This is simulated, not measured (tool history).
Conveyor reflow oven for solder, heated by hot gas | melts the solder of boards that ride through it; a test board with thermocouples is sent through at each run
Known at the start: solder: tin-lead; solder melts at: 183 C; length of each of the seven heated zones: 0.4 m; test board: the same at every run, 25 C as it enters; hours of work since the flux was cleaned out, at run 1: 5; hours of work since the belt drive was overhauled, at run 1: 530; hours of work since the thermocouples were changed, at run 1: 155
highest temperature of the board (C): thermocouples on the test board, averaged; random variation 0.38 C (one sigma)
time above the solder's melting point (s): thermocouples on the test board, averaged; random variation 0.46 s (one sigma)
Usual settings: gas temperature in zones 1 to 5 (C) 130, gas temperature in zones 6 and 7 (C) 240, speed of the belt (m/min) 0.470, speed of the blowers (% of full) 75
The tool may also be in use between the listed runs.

| run | hour | gas temperature in zones 1 to 5 (C) | gas temperature in zones 6 and 7 (C) | speed of the belt (m/min) | speed of the blowers (% of full) | hours of work since the flux was cleaned out | hours of work since the belt drive was overhauled | hours of work since the thermocouples were changed | highest temperature of the board (C) | time above the solder's melting point (s) |
|---|---|---|---|---|---|---|---|---|---|---|
| 1 | 0.0 | 130 | 240 | 0.470 | 75 | 5 | 530 | 155 | 226.1 | 82.0 |
| 2 | 19.7 | 130 | 249 | 0.470 | 75 | 18 | 542 | 167 | 234.0 | 89.3 |
| 3 | 32.2 | 130 | 249 | 0.470 | 75 | 26 | 550 | 175 | 234.4 | 88.3 |
| 4 | 48.7 | 130 | 240 | 0.470 | 75 | 36 | 561 | 186 | 225.9 | 83.1 |
| 5 | 66.7 | 130 | 229 | 0.470 | 75 | 48 | 572 | 197 | 216.6 | 73.4 |
| 6 | 88.6 | 130 | 229 | 0.470 | 75 | 62 | 586 | 211 | 216.3 | 73.8 |
| 7 | 111.0 | 130 | 229 | 0.470 | 75 | 76 | 600 | 225 | 215.5 | 73.5 |
| 8 | 126.1 | 130 | 240 | 0.470 | 75 | 85 | 610 | 235 | 225.7 | 82.0 |
| 9 | 148.4 | 130 | 240 | 0.470 | 75 | 100 | 624 | 249 | 225.2 | 82.8 |
| 10 | 172.4 | 124 | 240 | 0.470 | 75 | 115 | 640 | 264 | 224.8 | 79.0 |
| 11 | 188.9 | 130 | 240 | 0.470 | 72 | 125 | 650 | 275 | 225.3 | 81.4 |
| 12 | 206.5 | 130 | 240 | 0.429 | 75 | 137 | 661 | 286 | 228.6 | 92.5 |
| 13 | 224.5 | 130 | 240 | 0.470 | 67 | 148 | 673 | 297 | 223.0 | 80.5 |
| 14 | 249.7 | 130 | 240 | 0.470 | 67 | 164 | 689 | 313 | 223.8 | 80.9 |
| 15 | 260.7 | 130 | 240 | 0.470 | 67 | 171 | 696 | 320 | 224.1 | 80.2 |
| 16 | 282.8 | 130 | 240 | 0.470 | 58 | 185 | 710 | 334 | 221.7 | 78.3 |
| 17 | 295.4 | 130 | 240 | 0.470 | 58 | 193 | 718 | 342 | 221.3 | 78.2 |
| 18 | 306.0 | 130 | 240 | 0.429 | 83 | 200 | 724 | 349 | 228.6 | 94.2 |
|  | 312.6 | flux residue cleaned out of gas plates and filters |
| 19 | 325.8 | 130 | 240 | 0.429 | 83 | 8 | 734 | 359 | 227.3 | 93.2 |
| 20 | 351.6 | 130 | 240 | 0.556 | 83 | 25 | 750 | 375 | 218.7 | 62.5 |
| 21 | 364.3 | 134 | 247 | 0.470 | 72 | 33 | 758 | 383 | 229.8 | 86.2 |
|  | 373.7 | flux residue cleaned out of gas plates and filters, once more |
| 22 | 389.2 | 142 | 235 | 0.389 | 62 | 10 | 771 | 396 | 227.1 | 109.2 |
| 23 | 407.0 | 135 | 235 | 0.389 | 62 | 21 | 782 | 407 | 226.0 | 104.7 |
| 24 | 417.7 | 144 | 254 | 0.455 | 81 | 28 | 789 | 414 | 243.4 | 103.7 |
| 25 | 434.2 | 121 | 240 | 0.394 | 75 | 38 | 800 | 424 | 230.3 | 101.9 |
| 26 | 447.5 | 118 | 246 | 0.548 | 77 | 47 | 808 | 433 | 225.4 | 66.3 |

Run 27 comes next. What will it give?
| 27 | 469.8 | 116 | 246 | 0.548 | 79 | 61 | 822 | 447 | ? | ? |

Run 27 gave highest temperature of the board (C) 224.5, time above the solder's melting point (s) 65.3.
Without the tool's hidden state the same run would have given highest temperature of the board (C) 223.2, time above the solder's melting point (s) 63.0.
